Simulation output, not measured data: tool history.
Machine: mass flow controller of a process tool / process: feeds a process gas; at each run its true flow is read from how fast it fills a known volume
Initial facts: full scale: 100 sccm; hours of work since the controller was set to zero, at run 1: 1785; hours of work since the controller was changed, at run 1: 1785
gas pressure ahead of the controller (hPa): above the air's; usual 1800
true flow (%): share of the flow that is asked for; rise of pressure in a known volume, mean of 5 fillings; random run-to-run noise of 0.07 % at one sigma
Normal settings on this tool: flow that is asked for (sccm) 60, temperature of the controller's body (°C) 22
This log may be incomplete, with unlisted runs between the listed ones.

run,day,flow that is asked for (sccm),gas pressure ahead of the controller (hPa),temperature of the controller's body (°C),hours of work since the controller was set to zero,hours of work since the controller was changed,true flow (%)
1,0,60,1800,22,1785,1785,97.53
2,3.812,60,1800,22,1831,1831,97.63
3,7.854,60,1800,22,1880,1880,97.41
4,12.146,60,1800,22,1932,1932,97.5
5,14.508,60,1800,22,1960,1960,97.4
6,16.825,60,1550,22,1988,1988,97.43
7,20.3,47,1550,22,2030,2030,96.85
8,23.175,47,1550,22,2065,2065,96.87
9,27,47,1550,22,2111,2111,96.8
10,29.429,60,1800,22,2140,2140,97.32
11,33.267,60,1800,22,2186,2186,97.22
12,35.279,60,1800,22,2210,2210,97.26
13,38.692,60,1800,22,2252,2252,96.97
14,41.417,60,1930,25,2284,2284,97.12
15,43.446,38,1730,31,2309,2309,95.82
16,45.275,38,1730,21,2331,2331,96.15
# day 45.525: controller's zero set anew
17,47.15,16,1800,35,20,2353,91.02
18,51.192,60,1510,31,68,2402,96.35
19,54.562,60,1800,39,109,2443,96.05
20,57.567,60,2730,23,145,2479,96.19
# day 60.792: controller's zero set anew, once more
21,60.792,16,2730,23,0,2517,96.25
22,62.779,81,1970,22,24,2541,98.4
23,65.758,81,1970,29,60,2577,98.12
24,69.533,81,1970,29,105,2623,98.08
25,72.688,34,1970,39,143,2661,96.45
26,75.333,34,1970,39,175,2693,96.37

For some of the steps in true flow (%) from one run to the next: how much would appear even if the tool had no hidden state, given the settings, what came in and random variation, and how much remains for the hidden state plus any gauge scatter that the measured result and the result without hidden state don't share?
Unlogged tool condition in this case: flow at rest that the sensor doesn't see, % of full scale; true flow over the shown one, %; drift of the gauge itself on true_pct, %.
Run 16 -> 17: flow that is asked for (sccm) 38 -> 16, gas pressure ahead of the controller (hPa) 1730 -> 1800, temperature of the controller's body (°C) 21 -> 35, controller's zero set anew. true flow (%) -5.13: hidden state -3.88, all else -1.25.
Run 17 -> 18: flow that is asked for (sccm) 16 -> 60, gas pressure ahead of the controller (hPa) 1800 -> 1510, temperature of the controller's body (°C) 35 -> 31. true flow (%) +5.33: hidden state +3.85, all else +1.48.
